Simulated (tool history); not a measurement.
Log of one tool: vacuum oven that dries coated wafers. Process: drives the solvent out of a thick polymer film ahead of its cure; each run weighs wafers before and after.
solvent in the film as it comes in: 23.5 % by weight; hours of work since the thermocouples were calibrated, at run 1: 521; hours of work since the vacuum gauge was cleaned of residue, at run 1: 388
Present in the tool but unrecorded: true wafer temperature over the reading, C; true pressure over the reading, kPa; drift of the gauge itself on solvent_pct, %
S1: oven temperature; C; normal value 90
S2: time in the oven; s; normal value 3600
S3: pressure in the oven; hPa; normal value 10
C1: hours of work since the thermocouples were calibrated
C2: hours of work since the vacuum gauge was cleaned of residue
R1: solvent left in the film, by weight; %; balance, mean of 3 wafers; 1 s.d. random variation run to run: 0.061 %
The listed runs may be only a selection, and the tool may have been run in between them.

run 1 day=0 | S1=90 S2=3600 S3=10 | C1=521 C2=388 | R1=3.55
run 2 day=0.612 | S1=90 S2=3600 S3=10 | C1=531 C2=397 | R1=3.46
run 3 day=0.979 | S1=90 S2=3600 S3=10 | C1=537 C2=403 | R1=3.51
run 4 day=1.575 | S1=90 S2=3600 S3=10 | C1=546 C2=413 | R1=3.54
run 5 day=2.196 | S1=90 S2=3600 S3=10 | C1=556 C2=422 | R1=3.47
run 6 day=2.867 | S1=90 S2=3600 S3=10 | C1=567 C2=433 | R1=3.56
run 7 day=3.175 | S1=90 S2=3600 S3=10 | C1=571 C2=438 | R1=3.5
run 8 day=3.817 | S1=90 S2=3600 S3=10 | C1=582 C2=448 | R1=3.72
run 9 day=4.254 | S1=90 S2=3600 S3=10 | C1=589 C2=455 | R1=3.53
run 10 day=4.638 | S1=90 S2=3600 S3=10 | C1=595 C2=461 | R1=3.67
run 11 day=5.021 | S1=90 S2=3600 S3=10 | C1=601 C2=467 | R1=3.49
run 12 day=5.692 | S1=90 S2=3600 S3=10 | C1=611 C2=478 | R1=3.49
run 13 day=6.15 | S1=105 S2=3600 S3=17.1 | C1=619 C2=485 | R1=0.82
run 14 day=6.75 | S1=80 S2=4680 S3=17.1 | C1=628 C2=494 | R1=7.03
run 15 day=7.288 | S1=90 S2=3240 S3=9.4 | C1=637 C2=503 | R1=4.09
run 16 day=7.962 | S1=90 S2=3240 S3=9.4 | C1=647 C2=514 | R1=4.16
run 17 day=8.483 | S1=90 S2=3240 S3=21 | C1=655 C2=522 | R1=4.61
run 18 day=8.779 | S1=87 S2=3600 S3=10 | C1=660 C2=527 | R1=4.84
run 19 day=9.192 | S1=87 S2=3600 S3=10 | C1=667 C2=533 | R1=4.81
run 20 day=9.796 | S1=80 S2=2880 S3=10 | C1=676 C2=543 | R1=9.87

Run 21 is up next; what results do you expect?
run 21 day=10.271 | S1=80 S2=2880 S3=10 | C1=684 C2=550 | R1=?

Run 21 measured R1 9.81 %.
Take away the tool's hidden state, keep the run-to-run variation as it was, and the same run would have given R1 9.8 %.

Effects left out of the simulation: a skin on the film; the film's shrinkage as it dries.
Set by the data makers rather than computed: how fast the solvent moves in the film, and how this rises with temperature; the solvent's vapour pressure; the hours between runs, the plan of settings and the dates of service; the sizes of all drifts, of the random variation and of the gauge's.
